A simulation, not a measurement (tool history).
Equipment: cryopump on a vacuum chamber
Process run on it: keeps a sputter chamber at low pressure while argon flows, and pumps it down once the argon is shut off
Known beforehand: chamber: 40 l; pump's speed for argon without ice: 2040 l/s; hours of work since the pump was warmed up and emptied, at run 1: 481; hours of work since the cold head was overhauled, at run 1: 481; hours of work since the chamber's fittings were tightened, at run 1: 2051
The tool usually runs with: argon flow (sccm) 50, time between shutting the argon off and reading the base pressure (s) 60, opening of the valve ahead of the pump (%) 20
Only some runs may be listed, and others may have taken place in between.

run	hour	argon flow (sccm)	time between shutting the argon off and reading the base pressure (s)	opening of the valve ahead of the pump (%)	hours of work since the pump was warmed up and emptied	hours of work since the cold head was overhauled	hours of work since the chamber's fittings were tightened	pressure while argon flows (Pa)	pressure after the wait (uPa)
1	0.0	50	60	20	481	481	2051	0.2112	1.47
2	15.9	50	60	26	494	494	2064	0.1625	1.45
3	37.7	50	60	44	512	512	2083	0.0975	1.47
4	51.1	50	60	44	524	524	2094	0.0965	1.44
5	81.3	50	60	20	549	549	2120	0.2098	1.49
6	109.9	50	60	20	573	573	2144	0.2097	1.54
7	140.7	50	60	20	599	599	2170	0.2112	1.50
8	156.9	50	60	20	613	613	2183	0.2113	1.56
9	172.8	50	60	20	626	626	2197	0.2109	1.54
10	191.6	50	60	20	642	642	2213	0.2105	1.56
11	216.0	50	60	20	663	663	2233	0.2105	1.58
12	243.7	41	60	20	686	686	2257	0.1732	1.56
13	265.2	41	28	20	704	704	2275	0.1734	2.00
14	288.1	50	60	25	724	724	2294	0.1705	1.61
15	303.9	50	60	25	737	737	2307	0.1687	1.62
16	319.8	50	60	20	750	750	2321	0.2117	1.60
17	345.9	50	60	20	772	772	2343	0.2130	1.66
18	370.5	50	60	20	793	793	2364	0.2126	1.71
19	399.9	84	25	25	818	818	2388	0.2862	2.22

Run 20 is up next; what results do you expect?
20	423.6	54	69	30	838	838	2408	?	?

Run 20 produced pressure while argon flows (Pa) 0.1537, pressure after the wait (uPa) 1.64.
Without the tool's hidden state the same run would have given pressure while argon flows (Pa) 0.1480, pressure after the wait (uPa) 0.49.
